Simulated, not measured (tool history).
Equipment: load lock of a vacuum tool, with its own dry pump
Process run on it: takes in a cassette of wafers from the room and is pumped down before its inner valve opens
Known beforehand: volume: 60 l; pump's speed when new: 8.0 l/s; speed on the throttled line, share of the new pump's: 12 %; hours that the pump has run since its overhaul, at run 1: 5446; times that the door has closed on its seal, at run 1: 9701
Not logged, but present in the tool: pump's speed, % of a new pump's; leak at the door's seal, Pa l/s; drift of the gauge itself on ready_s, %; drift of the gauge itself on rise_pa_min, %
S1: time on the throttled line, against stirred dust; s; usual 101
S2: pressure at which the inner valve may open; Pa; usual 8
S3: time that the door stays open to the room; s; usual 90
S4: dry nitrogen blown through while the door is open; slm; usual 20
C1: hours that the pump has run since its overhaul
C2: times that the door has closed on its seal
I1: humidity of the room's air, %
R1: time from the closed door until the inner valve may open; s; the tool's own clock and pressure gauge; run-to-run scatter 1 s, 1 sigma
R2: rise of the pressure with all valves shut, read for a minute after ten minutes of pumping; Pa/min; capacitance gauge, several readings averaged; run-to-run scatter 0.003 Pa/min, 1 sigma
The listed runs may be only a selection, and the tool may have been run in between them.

{"run": 1, "day": 0.0, "S1": 101, "S2": 8, "S3": 90, "S4": 20, "C1": 5446, "C2": 9701, "I1": 44.5, "R1": 159.3, "R2": 0.046}
{"run": 2, "day": 5.392, "S1": 101, "S2": 9, "S3": 90, "S4": 20, "C1": 5575, "C2": 10226, "I1": 43, "R1": 161.9, "R2": 0.04}
{"run": 3, "day": 10.146, "S1": 101, "S2": 9, "S3": 90, "S4": 20, "C1": 5690, "C2": 10689, "I1": 47.2, "R1": 160, "R2": 0.045}
{"run": 4, "day": 14.046, "S1": 101, "S2": 9, "S3": 90, "S4": 7, "C1": 5783, "C2": 11069, "I1": 46.6, "R1": 160, "R2": 0.052}
{"run": 5, "day": 17.758, "S1": 101, "S2": 9, "S3": 90, "S4": 7, "C1": 5872, "C2": 11430, "I1": 47.4, "R1": 158.5, "R2": 0.05}
{"run": 6, "day": 22.625, "S1": 101, "S2": 9, "S3": 90, "S4": 7, "C1": 5989, "C2": 11904, "I1": 47.5, "R1": 158.7, "R2": 0.054}
{"run": 7, "day": 28.454, "S1": 101, "S2": 9, "S3": 90, "S4": 7, "C1": 6129, "C2": 12472, "I1": 47.3, "R1": 159.2, "R2": 0.054}
{"run": 8, "day": 32.258, "S1": 101, "S2": 9, "S3": 90, "S4": 7, "C1": 6220, "C2": 12843, "I1": 47, "R1": 158.9, "R2": 0.056}
{"run": 9, "day": 38.238, "S1": 101, "S2": 8, "S3": 25, "S4": 20, "C1": 6364, "C2": 13425, "I1": 51.4, "R1": 159.5, "R2": 0.023}
{"run": 10, "day": 42.554, "S1": 75, "S2": 8, "S3": 90, "S4": 20, "C1": 6467, "C2": 13845, "I1": 48.2, "R1": 137.3, "R2": 0.041}
{"run": 11, "day": 47.029, "S1": 101, "S2": 8, "S3": 90, "S4": 15, "C1": 6575, "C2": 14281, "I1": 45.1, "R1": 162.9, "R2": 0.044}
{"run": 12, "day": 50.592, "S1": 101, "S2": 8, "S3": 90, "S4": 20, "C1": 6660, "C2": 14628, "I1": 45.4, "R1": 162.5, "R2": 0.038}
{"run": 13, "day": 54.146, "S1": 101, "S2": 8, "S3": 90, "S4": 20, "C1": 6745, "C2": 14974, "I1": 44.3, "R1": 159.8, "R2": 0.041}
{"run": 14, "day": 57.488, "S1": 101, "S2": 8, "S3": 90, "S4": 20, "C1": 6826, "C2": 15300, "I1": 45.4, "R1": 162.1, "R2": 0.033}
{"run": 15, "day": 60.538, "S1": 101, "S2": 8, "S3": 57, "S4": 20, "C1": 6899, "C2": 15597, "I1": 46.9, "R1": 160.2, "R2": 0.03}
{"run": 16, "day": 66.392, "S1": 177, "S2": 8, "S3": 48, "S4": 20, "C1": 7039, "C2": 16167, "I1": 50, "R1": 225.4, "R2": 0.032}
{"run": 17, "day": 70.05, "S1": 149, "S2": 8, "S3": 48, "S4": 6, "C1": 7127, "C2": 16523, "I1": 42.1, "R1": 202.2, "R2": 0.039}
{"run": 18, "day": 75.042, "S1": 101, "S2": 8, "S3": 90, "S4": 20, "C1": 7247, "C2": 17010, "I1": 47.3, "R1": 163.3, "R2": 0.039}
{"run": 19, "day": 81.075, "S1": 101, "S2": 14, "S3": 52, "S4": 19, "C1": 7392, "C2": 17597, "I1": 41.8, "R1": 156.2, "R2": 0.025}
{"run": 20, "day": 84.504, "S1": 50, "S2": 8, "S3": 142, "S4": 20, "C1": 7474, "C2": 17931, "I1": 45.6, "R1": 113.2, "R2": 0.055}
{"run": 21, "day": 88.938, "S1": 116, "S2": 8, "S3": 90, "S4": 5, "C1": 7580, "C2": 18363, "I1": 41.4, "R1": 172.3, "R2": 0.054}
{"run": 22, "day": 94.325, "S1": 116, "S2": 11, "S3": 79, "S4": 5, "C1": 7710, "C2": 18887, "I1": 45.2, "R1": 171.5, "R2": 0.049}
{"run": 23, "day": 99.512, "S1": 101, "S2": 8, "S3": 90, "S4": 5, "C1": 7834, "C2": 19393, "I1": 42.7, "R1": 159.7, "R2": 0.05}
{"run": 24, "day": 105.562, "S1": 140, "S2": 14, "S3": 90, "S4": 20, "C1": 7979, "C2": 19982, "I1": 46.9, "R1": 190.8, "R2": 0.043}
{"run": 25, "day": 108.104, "S1": 140, "S2": 14, "S3": 90, "S4": 20, "C1": 8041, "C2": 20230, "I1": 43.7, "R1": 190.3, "R2": 0.041}
{"run": 26, "day": 110.825, "S1": 140, "S2": 14, "S3": 90, "S4": 20, "C1": 8106, "C2": 20495, "I1": 40.4, "R1": 190.4, "R2": 0.036}
{"run": 27, "day": 115.071, "S1": 61, "S2": 14, "S3": 184, "S4": 20, "C1": 8208, "C2": 20908, "I1": 47.9, "R1": 121, "R2": 0.064}
{"run": 28, "day": 121.312, "S1": 61, "S2": 14, "S3": 184, "S4": 20, "C1": 8358, "C2": 21516, "I1": 41.5, "R1": 121, "R2": 0.055}

Predict each of these 4 candidate next runs independently; none follows another, all start after run 28:
{"run": "A", "day": 125.35, "S1": 176, "S2": 13, "S3": 184, "S4": 5, "C1": 8454, "C2": 21909, "I1": 47.4, "R1": "?", "R2": "?"}
{"run": "B", "day": 125.35, "S1": 71, "S2": 13, "S3": 162, "S4": 20, "C1": 8454, "C2": 21909, "I1": 45.9, "R1": "?", "R2": "?"}
{"run": "C", "day": 125.35, "S1": 113, "S2": 11, "S3": 60, "S4": 20, "C1": 8454, "C2": 21909, "I1": 44.2, "R1": "?", "R2": "?"}
{"run": "D", "day": 125.35, "S1": 61, "S2": 14, "S3": 37, "S4": 20, "C1": 8454, "C2": 21909, "I1": 45.5, "R1": "?", "R2": "?"}

run=A R1=222.3 R2=0.082
run=B R1=130.8 R2=0.057
run=C R1=169.8 R2=0.036
run=D R1=120.4 R2=0.032
Had the tool no hidden state, the same runs would have come out as:
run=A R1=222.3 R2=0.081
run=B R1=130.8 R2=0.055
run=C R1=169.8 R2=0.034
run=D R1=120.4 R2=0.03
